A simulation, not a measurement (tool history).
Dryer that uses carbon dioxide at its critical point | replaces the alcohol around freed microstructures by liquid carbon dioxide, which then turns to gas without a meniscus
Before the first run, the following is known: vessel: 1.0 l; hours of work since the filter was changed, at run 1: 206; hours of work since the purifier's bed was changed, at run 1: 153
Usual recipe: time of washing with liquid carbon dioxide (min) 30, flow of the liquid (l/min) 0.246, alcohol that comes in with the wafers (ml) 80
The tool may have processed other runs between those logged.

| run | hour | time of washing with liquid carbon dioxide (min) | flow of the liquid (l/min) | alcohol that comes in with the wafers (ml) | hours of work since the filter was changed | hours of work since the purifier's bed was changed | alcohol left in the vessel before it's heated (ppm by volume) |
|---|---|---|---|---|---|---|---|
| 1 | 0.0 | 30 | 0.246 | 80 | 206 | 153 | 251 |
| 2 | 19.0 | 30 | 0.246 | 80 | 216 | 162 | 278 |
| 3 | 42.8 | 30 | 0.246 | 80 | 228 | 174 | 287 |
| 4 | 55.8 | 30 | 0.165 | 80 | 235 | 181 | 1882 |
|  | 74.7 | inlet filter changed |
| 5 | 75.8 | 30 | 0.165 | 80 | 1 | 191 | 875 |
| 6 | 94.5 | 30 | 0.246 | 80 | 10 | 200 | 151 |
| 7 | 115.3 | 30 | 0.246 | 80 | 21 | 211 | 163 |
| 8 | 129.1 | 30 | 0.246 | 80 | 28 | 218 | 156 |
| 9 | 142.9 | 30 | 0.246 | 80 | 35 | 225 | 166 |
| 10 | 159.6 | 30 | 0.246 | 80 | 43 | 234 | 178 |
| 11 | 172.9 | 30 | 0.246 | 80 | 50 | 240 | 174 |
| 12 | 191.2 | 30 | 0.246 | 80 | 60 | 250 | 188 |
| 13 | 202.3 | 30 | 0.246 | 80 | 65 | 255 | 193 |
| 14 | 218.5 | 41 | 0.246 | 80 | 73 | 264 | 104 |
| 15 | 239.3 | 41 | 0.246 | 80 | 84 | 274 | 111 |
| 16 | 262.0 | 41 | 0.246 | 80 | 96 | 286 | 116 |
| 17 | 285.2 | 30 | 0.157 | 80 | 108 | 298 | 1525 |
| 18 | 303.8 | 30 | 0.157 | 65 | 117 | 307 | 1315 |
| 19 | 320.1 | 18 | 0.395 | 40 | 125 | 316 | 179 |
| 20 | 336.1 | 30 | 0.222 | 43 | 134 | 324 | 253 |
| 21 | 355.4 | 30 | 0.222 | 43 | 143 | 334 | 273 |
| 22 | 367.5 | 30 | 0.179 | 80 | 150 | 340 | 1029 |
| 23 | 391.5 | 30 | 0.223 | 26 | 162 | 352 | 234 |
| 24 | 411.1 | 19 | 0.193 | 45 | 172 | 362 | 2314 |
| 25 | 430.4 | 30 | 0.183 | 42 | 182 | 372 | 649 |
| 26 | 453.2 | 30 | 0.183 | 42 | 193 | 384 | 662 |
| 27 | 470.0 | 30 | 0.275 | 42 | 202 | 392 | 200 |
| 28 | 488.8 | 30 | 0.156 | 32 | 212 | 402 | 960 |
| 29 | 509.6 | 47 | 0.156 | 103 | 222 | 412 | 509 |
| 30 | 520.9 | 37 | 0.407 | 47 | 228 | 418 | 159 |
| 31 | 531.0 | 20 | 0.407 | 47 | 233 | 423 | 213 |
| 32 | 547.1 | 24 | 0.327 | 26 | 241 | 432 | 206 |
|  | 552.6 | inlet filter changed |
| 33 | 571.5 | 20 | 0.227 | 26 | 10 | 444 | 539 |
| 34 | 589.2 | 21 | 0.297 | 21 | 19 | 453 | 220 |
| 35 | 610.7 | 30 | 0.316 | 45 | 30 | 464 | 171 |
| 36 | 621.6 | 25 | 0.246 | 29 | 35 | 469 | 265 |

Alternative continuations, all from the tool just after run 36; predict every row:
| A | 639.4 | 40 | 0.331 | 30 | 44 | 478 | ? |
| B | 639.4 | 30 | 0.336 | 95 | 44 | 478 | ? |
| C | 639.4 | 45 | 0.246 | 80 | 44 | 478 | ? |

| run | alcohol left in the vessel before it's heated (ppm by volume) |
|---|---|
| A | 178 |
| B | 170 |
| C | 176 |
Without the tool's unlogged condition, the same runs would have read:
| run | alcohol left in the vessel before it's heated (ppm by volume) |
|---|---|
| A | 5 |
| B | 0 |
| C | 6 |

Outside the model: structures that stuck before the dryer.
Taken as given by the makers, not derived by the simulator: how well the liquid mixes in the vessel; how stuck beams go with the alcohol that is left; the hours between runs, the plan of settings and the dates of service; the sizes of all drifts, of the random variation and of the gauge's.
